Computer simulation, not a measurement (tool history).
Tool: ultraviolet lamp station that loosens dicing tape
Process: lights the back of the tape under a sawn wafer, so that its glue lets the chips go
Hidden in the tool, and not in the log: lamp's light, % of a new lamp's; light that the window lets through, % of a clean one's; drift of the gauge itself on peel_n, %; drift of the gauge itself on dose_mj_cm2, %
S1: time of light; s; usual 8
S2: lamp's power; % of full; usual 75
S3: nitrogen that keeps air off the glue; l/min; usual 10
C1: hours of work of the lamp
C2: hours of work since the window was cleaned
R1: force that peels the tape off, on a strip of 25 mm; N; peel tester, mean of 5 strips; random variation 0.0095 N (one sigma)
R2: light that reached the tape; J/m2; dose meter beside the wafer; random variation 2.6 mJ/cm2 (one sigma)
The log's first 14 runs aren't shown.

run	day	S1	S2	S3	C1	C2	R1	R2
15	7.962	8	75	17	560	135	0.563	2640
16	8.388	8	75	17	566	141	0.560	2650
17	8.958	8	75	17	575	150	0.560	2570
18	9.683	8	75	10	586	161	0.642	2580
19	10.438	8	75	10	598	173	0.673	2570
20	11.333	8	75	10	612	187	0.713	2560
21	11.896	4	66	7	620	196	1.712	1120
22	12.512	6	75	10	630	205	1.047	1910
23	12.892	6	75	10	636	211	1.034	1840
24	13.625	15	96	10	647	222	0.128	5940
25	14.004	13	77	10	653	228	0.289	4100
26	14.675	8	75	9	663	238	0.761	2440
27	15.362	8	75	9	674	249	0.740	2430
# day 15.646: window cleaned of glue's vapour
28	15.779	12	75	5	680	2	0.430	3780
29	16.554	6	95	8	692	14	0.785	2430
30	17.121	8	75	3	701	23	1.002	2450
31	17.542	8	75	3	707	29	1.030	2490
32	18.421	8	78	7	721	43	0.743	2590
33	19.362	13	99	10	735	57	0.167	5180
34	19.788	8	75	16	742	64	0.648	2410
35	20.438	15	75	10	752	74	0.239	4510
36	21.042	15	89	19	761	83	0.133	5290
37	21.929	4	95	16	775	97	1.226	1490
38	22.538	4	95	16	784	106	1.196	1500
39	23.417	12	72	4	798	120	0.618	3330

Forecast each of these 5 alternatives for the next run:
A	24.021	10	75	8	807	129	?	?
B	24.021	5	70	6	807	129	?	?
C	24.021	6	72	14	807	129	?	?
D	24.021	9	89	3	807	129	?	?
E	24.021	8	88	10	807	129	?	?

run	R1	R2
A	0.604	2910
B	1.547	1360
C	1.118	1660
D	0.784	3090
E	0.628	2690
Without the tool's hidden state the same runs would have given:
run	R1	R2
A	0.286	4340
B	1.061	2030
C	0.657	2480
D	0.396	4610
E	0.302	4030
